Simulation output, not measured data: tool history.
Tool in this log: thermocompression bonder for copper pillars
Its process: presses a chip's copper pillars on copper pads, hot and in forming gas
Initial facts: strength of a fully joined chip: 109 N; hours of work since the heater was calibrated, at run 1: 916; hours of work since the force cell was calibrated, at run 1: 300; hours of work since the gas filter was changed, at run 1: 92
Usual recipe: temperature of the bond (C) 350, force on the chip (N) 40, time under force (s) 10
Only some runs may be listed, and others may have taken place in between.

run   hour  temperature of the bond (C)  force on the chip (N)  time under force (s)  hours of work since the heater was calibrated  hours of work since the force cell was calibrated  hours of work since the gas filter was changed  force that shears a chip off (N)
  1    0.0                          350                     40                    10                                            916                                                300                                              92                              69.1
  2    9.6                          350                     40                    20                                            921                                                305                                              97                              82.5
  3   18.7                          350                     40                    20                                            926                                                310                                             102                              82.8
  4   31.2                          350                     40                     9                                            933                                                316                                             108                              66.8
  5   43.7                          350                     40                     9                                            939                                                323                                             115                              66.9
  6   58.7                          350                     40                     9                                            947                                                331                                             123                              65.5
  7   72.1                          350                     40                     9                                            955                                                338                                             130                              66.8
  8   86.2                          350                     40                     9                                            962                                                346                                             138                              65.5
  9   96.0                          350                     40                     9                                            968                                                351                                             143                              65.2
 10  109.3                          350                     40                     9                                            975                                                358                                             150                              65.5
 11  123.9                          350                     40                     9                                            982                                                366                                             158                              65.7
     130.0  -- forming gas filter changed
 12  139.1                          350                     40                    10                                            990                                                374                                               5                              73.8
 13  150.8                          349                     40                    10                                            997                                                380                                              11                              71.6
 14  163.6                          350                     24                    10                                           1004                                                387                                              18                              57.2
 15  178.4                          350                     24                    10                                           1011                                                395                                              26                              57.1
     181.9  -- heater calibrated with a thermocouple chip
 16  187.7                          350                     24                    10                                              3                                                399                                              30                              55.0
 17  202.1                          378                     40                    10                                             11                                                407                                              38                              82.9
 18  210.3                          350                     40                     6                                             15                                                411                                              42                              59.8
     216.9  -- heater calibrated with a thermocouple chip, once more
 19  229.0                          350                     40                     8                                              7                                                420                                              51                              68.0
 20  243.3                          350                     35                    10                                             14                                                428                                              59                              68.8
 21  255.0                          350                     58                    10                                             20                                                434                                              65                              82.2
 22  271.0                          321                     33                    10                                             29                                                443                                              74                              51.6
 23  283.4                          327                     32                    23                                             36                                                449                                              80                              70.0
 24  293.7                          327                     41                    23                                             41                                                455                                              86                              76.1
 25  307.9                          327                     41                    23                                             49                                                462                                              93                              75.7
 26  324.0                          327                     41                    23                                             58                                                471                                             102                              75.4
 27  331.5                          327                     41                    23                                             62                                                475                                             106                              74.9
 28  339.6                          372                     40                    10                                             66                                                479                                             110                              80.8
 29  350.3                          372                     40                    10                                             72                                                485                                             116                              80.1
 30  359.9                          372                     40                    10                                             77                                                490                                             121                              80.6
 31  369.4                          358                     32                    10                                             82                                                495                                             126                              67.8
 32  384.7                          352                     40                    28                                             90                                                504                                             135                              87.8
 33  398.3                          324                     40                    16                                             97                                                511                                             142                              65.9
 34  409.9                          357                     40                    10                                            104                                                517                                             148                              73.0
 35  425.4                          377                     25                    10                                            112                                                525                                             156                              68.3
     434.7  -- forming gas filter changed
 36  441.0                          377                     25                    10                                            120                                                534                                               3                              74.6
 37  448.6                          353                     32                    13                                            124                                                538                                               7                              75.0
 38  456.1                          375                     39                    13                                            128                                                542                                              11                              89.5
 39  469.8                          328                     39                    26                                            136                                                549                                              19                              79.8
 40  478.5                          328                     39                    26                                            140                                                554                                              24                              80.0
 41  494.5                          379                     40                    20                                            149                                                562                                              32                              97.4

Hidden condition of the tool, last listed run before each entry between runs versus first listed run after:
After run 11, before run 12: forming gas filter changed (hour 130.0)
  true temperature of the bond over the reading, C: -4.9 -> -5; oxide that the forming gas leaves, % of the face: 8.15 -> 0.79
  measured less the result without the state, force that shears a chip off (N): -7.6 -> -2.3
After run 15, before run 16: heater calibrated with a thermocouple chip (hour 181.9)
  true temperature of the bond over the reading, C: -5.1 -> -7.6; oxide that the forming gas leaves, % of the face: 1.84 -> 2.06
  measured less the result without the state, force that shears a chip off (N): -2.9 -> -4.3
After run 18, before run 19: heater calibrated with a thermocouple chip, once more (hour 216.9)
  true temperature of the bond over the reading, C: -7.7 -> -0.8; oxide that the forming gas leaves, % of the face: 2.69 -> 3.12
  measured less the result without the state, force that shears a chip off (N): -4.9 -> -1.7
After run 35, before run 36: forming gas filter changed (hour 434.7)
  oxide that the forming gas leaves, % of the face: 8.62 -> 0.73
  measured less the result without the state, force that shears a chip off (N): -6.0 -> -0.2

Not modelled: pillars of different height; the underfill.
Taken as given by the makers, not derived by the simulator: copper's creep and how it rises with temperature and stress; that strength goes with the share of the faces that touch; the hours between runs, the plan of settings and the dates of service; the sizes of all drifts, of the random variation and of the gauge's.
